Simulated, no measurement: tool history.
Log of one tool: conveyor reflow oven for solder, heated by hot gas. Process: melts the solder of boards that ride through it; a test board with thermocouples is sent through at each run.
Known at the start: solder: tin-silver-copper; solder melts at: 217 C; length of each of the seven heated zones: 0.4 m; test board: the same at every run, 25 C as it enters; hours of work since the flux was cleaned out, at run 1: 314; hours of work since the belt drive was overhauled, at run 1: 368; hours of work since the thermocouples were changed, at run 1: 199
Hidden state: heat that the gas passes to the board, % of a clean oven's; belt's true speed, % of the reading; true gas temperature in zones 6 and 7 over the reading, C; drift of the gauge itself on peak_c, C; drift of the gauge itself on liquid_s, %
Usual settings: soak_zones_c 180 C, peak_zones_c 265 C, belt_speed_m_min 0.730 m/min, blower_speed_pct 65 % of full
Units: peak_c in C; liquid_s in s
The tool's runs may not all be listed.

run     day  soak_zones_c  peak_zones_c  belt_speed_m_min  blower_speed_pct  hours of work since the flux was cleaned out  hours of work since the belt drive was overhauled  hours of work since the thermocouples were changed  peak_c  liquid_s
  1   0.000           180           265             0.730                65                                           314                                                368                                                 199  254.04     53.18
  2   1.683           180           265             0.730                86                                           345                                                400                                                 230  256.48     54.93
  3   2.417           180           265             0.777                65                                           359                                                414                                                 244  252.36     48.58
  4   3.979           180           265             0.777                52                                           389                                                443                                                 274  250.10     46.63
  5   5.121           180           265             0.715                65                                           410                                                465                                                 295  254.46     54.72
      6.012  -- flux residue cleaned out of gas plates and filters
  6   6.804           180           265             0.730                65                                            15                                                493                                                 323  254.03     53.16
  7   8.454           180           265             0.730                65                                            46                                                524                                                 354  254.02     53.11
  8   9.412           180           265             0.730                65                                            64                                                542                                                 372  253.85     53.11
  9  10.267           180           265             0.730                51                                            80                                                558                                                 388  251.68     51.30
 10  11.554           180           265             0.800                65                                           105                                                582                                                 413  251.66     46.91
 11  13.179           180           265             0.800                65                                           135                                                613                                                 443  251.64     46.64
 12  14.050           180           270             0.730                81                                           152                                                629                                                 460  260.58     56.54
 13  15.392           175           265             0.730                79                                           177                                                655                                                 485  255.11     52.66
 14  16.883           180           260             0.742                52                                           205                                                683                                                 513  246.95     47.26
 15  17.588           182           262             0.670                52                                           218                                                696                                                 526  251.65     57.29
 16  19.288           182           272             0.670                52                                           250                                                728                                                 559  260.73     62.22

3 ways to go on from here, each from the tool as it stands after run 16. What would each give?
  A  21.021           182           265             0.732                64                                           283                                                761                                                 591       ?         ?
  B  21.021           182           253             0.670                52                                           283                                                761                                                 591       ?         ?
  C  21.021           182           272             0.867                52                                           283                                                761                                                 591       ?         ?

run  peak_c  liquid_s
  A  254.07     53.59
  B  243.41     51.68
  C  252.91     43.25
Without the tool's hidden state the same runs would have given:
run  peak_c  liquid_s
  A  254.07     53.58
  B  243.40     51.66
  C  252.90     43.24
